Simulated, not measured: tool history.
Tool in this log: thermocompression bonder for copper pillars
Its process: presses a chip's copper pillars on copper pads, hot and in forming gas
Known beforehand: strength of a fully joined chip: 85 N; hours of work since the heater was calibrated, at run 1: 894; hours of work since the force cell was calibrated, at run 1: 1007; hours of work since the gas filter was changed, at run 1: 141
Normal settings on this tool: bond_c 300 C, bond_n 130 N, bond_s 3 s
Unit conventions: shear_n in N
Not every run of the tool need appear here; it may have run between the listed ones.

| run | hour | bond_c | bond_n | bond_s | hours of work since the heater was calibrated | hours of work since the force cell was calibrated | hours of work since the gas filter was changed | shear_n |
|---|---|---|---|---|---|---|---|---|
| 1 | 0.0 | 300 | 130 | 3 | 894 | 1007 | 141 | 32.3 |
| 2 | 45.4 | 300 | 130 | 3 | 917 | 1029 | 164 | 32.3 |
| 3 | 75.3 | 300 | 130 | 3 | 931 | 1044 | 178 | 30.5 |
|  | 120.3 | forming gas filter changed |
| 4 | 128.6 | 300 | 130 | 3 | 957 | 1070 | 4 | 33.4 |
| 5 | 173.9 | 300 | 130 | 3 | 979 | 1092 | 26 | 34.3 |
|  | 188.3 | force cell calibrated |
| 6 | 215.9 | 300 | 130 | 3 | 999 | 13 | 46 | 31.4 |
| 7 | 261.6 | 300 | 130 | 3 | 1021 | 36 | 68 | 32.2 |
| 8 | 290.4 | 285 | 130 | 3 | 1035 | 50 | 82 | 27.2 |
| 9 | 319.7 | 285 | 130 | 3 | 1050 | 64 | 97 | 27.4 |
| 10 | 361.5 | 300 | 130 | 3 | 1070 | 85 | 117 | 30.8 |
| 11 | 387.7 | 300 | 130 | 3 | 1083 | 97 | 130 | 30.4 |
| 12 | 434.6 | 300 | 130 | 3 | 1106 | 120 | 153 | 30.1 |
| 13 | 476.2 | 300 | 130 | 3 | 1126 | 141 | 173 | 29.0 |
|  | 499.3 | force cell calibrated, once more |
| 14 | 525.2 | 300 | 187 | 3 | 1149 | 13 | 196 | 45.2 |
|  | 533.7 | forming gas filter changed |
| 15 | 565.8 | 300 | 187 | 3 | 1169 | 32 | 16 | 48.0 |
| 16 | 615.9 | 299 | 101 | 3 | 1193 | 57 | 40 | 27.9 |
| 17 | 666.0 | 323 | 130 | 2 | 1217 | 81 | 65 | 36.6 |

Predict the results of run 18:
|  | 710.5 | heater calibrated with a thermocouple chip |
| 18 | 724.2 | 328 | 79 | 2 | 7 | 109 | 92 | ? |

shear_n: 24.6 N
Were there no unlogged condition in the tool, this run, its random variation unchanged, would have produced shear_n 25.8 N.

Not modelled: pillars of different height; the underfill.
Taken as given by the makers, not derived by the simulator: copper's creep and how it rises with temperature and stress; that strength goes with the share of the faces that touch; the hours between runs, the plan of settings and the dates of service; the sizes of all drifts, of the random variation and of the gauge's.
